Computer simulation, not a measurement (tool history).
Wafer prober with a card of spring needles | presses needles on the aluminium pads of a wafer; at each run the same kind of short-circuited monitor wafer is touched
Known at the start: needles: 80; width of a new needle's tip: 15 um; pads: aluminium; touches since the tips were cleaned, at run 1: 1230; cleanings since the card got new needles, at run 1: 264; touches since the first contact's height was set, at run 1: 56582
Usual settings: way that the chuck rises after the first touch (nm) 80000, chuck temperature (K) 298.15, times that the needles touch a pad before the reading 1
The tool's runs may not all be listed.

run	day	way that the chuck rises after the first touch (nm)	chuck temperature (K)	times that the needles touch a pad before the reading	touches since the tips were cleaned	cleanings since the card got new needles	touches since the first contact's height was set	resistance of one needle with its contact and lead (mohm)	way that a needle slides on the pad (nm)
1	0	80000	298.15	1	1230	264	56582	131	20330
# day 0.058: tips cleaned on abrasive film
# day 0.317: tips cleaned on abrasive film
# day 0.529: tips cleaned on abrasive film
# day 0.788: tips cleaned on abrasive film
# day 1.05: tips cleaned on abrasive film
# day 1.308: tips cleaned on abrasive film
2	1.4	80000	298.15	1	701	270	67467	128	20130
# day 1.558: tips cleaned on abrasive film
# day 1.767: tips cleaned on abrasive film
# day 2.029: tips cleaned on abrasive film
# day 2.288: tips cleaned on abrasive film
# day 2.55: tips cleaned on abrasive film
3	2.708	80000	298.15	1	1259	275	77681	131	20230
# day 2.762: tips cleaned on abrasive film
# day 3.025: tips cleaned on abrasive film
# day 3.283: tips cleaned on abrasive film
# day 3.496: tips cleaned on abrasive film
# day 3.754: tips cleaned on abrasive film
# day 4.017: tips cleaned on abrasive film
# day 4.279: tips cleaned on abrasive film
# day 4.488: tips cleaned on abrasive film
4	4.542	80000	298.15	1	430	283	91945	125	20470
# day 4.7: tips cleaned on abrasive film
# day 4.962: tips cleaned on abrasive film
# day 5.221: tips cleaned on abrasive film
# day 5.483: tips cleaned on abrasive film
# day 5.742: tips cleaned on abrasive film
# day 6.004: tips cleaned on abrasive film
# day 6.258: tips cleaned on abrasive film
5	6.258	80000	298.15	1	0	290	105325	126	19860
# day 6.521: tips cleaned on abrasive film
# day 6.729: tips cleaned on abrasive film
# day 6.992: tips cleaned on abrasive film
# day 7.2: tips cleaned on abrasive film
6	7.383	80000	298.15	1	1454	294	114105	133	19920
# day 7.438: tips cleaned on abrasive film
# day 7.7: tips cleaned on abrasive film
# day 7.962: tips cleaned on abrasive film
# day 8.221: tips cleaned on abrasive film
# day 8.433: tips cleaned on abrasive film
# day 8.692: tips cleaned on abrasive film
# day 8.954: tips cleaned on abrasive film
7	9.083	80000	298.15	1	1037	301	127353	131	19640
# day 9.192: tips cleaned on abrasive film
# day 9.454: tips cleaned on abrasive film
# day 9.712: tips cleaned on abrasive film
# day 9.975: tips cleaned on abrasive film
# day 10.233: tips cleaned on abrasive film
# day 10.496: tips cleaned on abrasive film
8	10.683	80000	298.15	1	1497	307	139840	134	19540
# day 10.742: tips cleaned on abrasive film
# day 11: tips cleaned on abrasive film
# day 11.212: tips cleaned on abrasive film
# day 11.471: tips cleaned on abrasive film
# day 11.733: tips cleaned on abrasive film
# day 11.996: tips cleaned on abrasive film
# day 12.208: tips cleaned on abrasive film
9	12.208	80000	298.15	1	0	314	151695	125	19790
# day 12.421: tips cleaned on abrasive film
# day 12.683: tips cleaned on abrasive film
# day 12.942: tips cleaned on abrasive film
# day 13.204: tips cleaned on abrasive film
# day 13.462: tips cleaned on abrasive film
10	13.654	80000	298.15	1	1505	319	162972	133	19250
# day 13.708: tips cleaned on abrasive film
# day 13.921: tips cleaned on abrasive film
# day 14.179: tips cleaned on abrasive film
# day 14.442: tips cleaned on abrasive film
# day 14.7: tips cleaned on abrasive film
11	14.7	80000	357.15	1	0	324	171105	136	19550
# day 14.962: tips cleaned on abrasive film
# day 15.225: tips cleaned on abrasive film
# day 15.433: tips cleaned on abrasive film
# day 15.692: tips cleaned on abrasive film
# day 15.954: tips cleaned on abrasive film
# day 16.217: tips cleaned on abrasive film
# day 16.475: tips cleaned on abrasive film
# day 16.729: tips cleaned on abrasive film
12	16.729	80000	298.15	1	0	332	186912	125	19430
# day 16.938: tips cleaned on abrasive film
# day 17.2: tips cleaned on abrasive film
# day 17.462: tips cleaned on abrasive film
# day 17.671: tips cleaned on abrasive film
13	17.754	80000	312.15	1	653	336	194892	134	19030
# day 17.912: tips cleaned on abrasive film
# day 18.121: tips cleaned on abrasive film
# day 18.383: tips cleaned on abrasive film
# day 18.642: tips cleaned on abrasive film
# day 18.904: tips cleaned on abrasive film
# day 19.404: card fitted with new needles
# day 19.662: tips cleaned on abrasive film
# day 19.925: tips cleaned on abrasive film
14	19.988	80000	316.15	2	485	2	4556	125	20840
# day 20.146: tips cleaned on abrasive film
# day 20.404: tips cleaned on abrasive film
# day 20.667: tips cleaned on abrasive film
# day 20.929: tips cleaned on abrasive film
# day 21.138: tips cleaned on abrasive film
# day 21.4: tips cleaned on abrasive film
# day 21.658: tips cleaned on abrasive film
# day 21.921: tips cleaned on abrasive film
15	22.046	80000	316.15	2	992	10	20607	126	20940
# day 22.154: tips cleaned on abrasive film
# day 22.412: tips cleaned on abrasive film
# day 22.675: tips cleaned on abrasive film
# day 22.933: tips cleaned on abrasive film
# day 23.196: tips cleaned on abrasive film
# day 23.458: tips cleaned on abrasive film
# day 23.717: tips cleaned on abrasive film
# day 23.979: tips cleaned on abrasive film
16	24.058	60000	315.15	1	641	18	36307	130	15180
# day 24.217: tips cleaned on abrasive film
# day 24.479: tips cleaned on abrasive film
# day 24.742: tips cleaned on abrasive film
# day 25: tips cleaned on abrasive film
# day 25.262: tips cleaned on abrasive film
# day 25.471: tips cleaned on abrasive film
# day 25.733: tips cleaned on abrasive film
# day 25.992: tips cleaned on abrasive film
17	26.079	62000	393.15	2	663	26	52030	140	15630
# day 26.238: tips cleaned on abrasive film
# day 26.496: tips cleaned on abrasive film
# day 26.758: tips cleaned on abrasive film
# day 27.017: tips cleaned on abrasive film
# day 27.229: tips cleaned on abrasive film
# day 27.488: tips cleaned on abrasive film
# day 27.75: tips cleaned on abrasive film
18	27.917	62000	393.15	2	1316	33	66371	143	15650
# day 27.971: tips cleaned on abrasive film
# day 28.233: tips cleaned on abrasive film
# day 28.492: tips cleaned on abrasive film
# day 28.754: tips cleaned on abrasive film
# day 29.017: tips cleaned on abrasive film
# day 29.275: tips cleaned on abrasive film
# day 29.508: tips cleaned on abrasive film
19	29.508	62000	393.15	2	0	40	78757	139	15350
# day 29.771: tips cleaned on abrasive film
# day 30.029: tips cleaned on abrasive film
# day 30.292: tips cleaned on abrasive film
# day 30.55: tips cleaned on abrasive film
# day 30.812: tips cleaned on abrasive film
20	30.971	76000	313.15	2	1244	45	90175	128	19020
# day 31.025: tips cleaned on abrasive film
# day 31.233: tips cleaned on abrasive film
# day 31.496: tips cleaned on abrasive film
# day 31.704: tips cleaned on abrasive film
# day 31.967: tips cleaned on abrasive film
# day 32.225: tips cleaned on abrasive film
21	32.367	85000	299.15	2	1129	51	101064	124	21300

Forecast each of these 5 alternatives for the next run:
# day 32.475: tips cleaned on abrasive film
# day 32.738: tips cleaned on abrasive film
# day 32.996: tips cleaned on abrasive film
# day 33.258: tips cleaned on abrasive film
# day 33.521: tips cleaned on abrasive film
A	33.638	85000	337.15	2	931	56	110950	?	?
# day 32.475: tips cleaned on abrasive film
# day 32.738: tips cleaned on abrasive film
# day 32.996: tips cleaned on abrasive film
# day 33.258: tips cleaned on abrasive film
# day 33.521: tips cleaned on abrasive film
B	33.638	64000	299.15	1	931	56	110950	?	?
# day 32.475: tips cleaned on abrasive film
# day 32.738: tips cleaned on abrasive film
# day 32.996: tips cleaned on abrasive film
# day 33.258: tips cleaned on abrasive film
# day 33.521: tips cleaned on abrasive film
C	33.638	80000	395.15	1	931	56	110950	?	?
# day 32.475: tips cleaned on abrasive film
# day 32.738: tips cleaned on abrasive film
# day 32.996: tips cleaned on abrasive film
# day 33.258: tips cleaned on abrasive film
# day 33.521: tips cleaned on abrasive film
D	33.638	67000	298.15	1	931	56	110950	?	?
# day 32.475: tips cleaned on abrasive film
# day 32.738: tips cleaned on abrasive film
# day 32.996: tips cleaned on abrasive film
# day 33.258: tips cleaned on abrasive film
# day 33.521: tips cleaned on abrasive film
E	33.638	85000	341.15	2	931	56	110950	?	?

run	resistance of one needle with its contact and lead (mohm)	way that a needle slides on the pad (nm)
A	127	21270
B	131	15740
C	139	19920
D	129	16730
E	129	21020
Without the tool's hidden state the same runs would have given:
run	resistance of one needle with its contact and lead (mohm)	way that a needle slides on the pad (nm)
A	124	22370
B	124	16840
C	135	21010
D	123	17840
E	127	22100

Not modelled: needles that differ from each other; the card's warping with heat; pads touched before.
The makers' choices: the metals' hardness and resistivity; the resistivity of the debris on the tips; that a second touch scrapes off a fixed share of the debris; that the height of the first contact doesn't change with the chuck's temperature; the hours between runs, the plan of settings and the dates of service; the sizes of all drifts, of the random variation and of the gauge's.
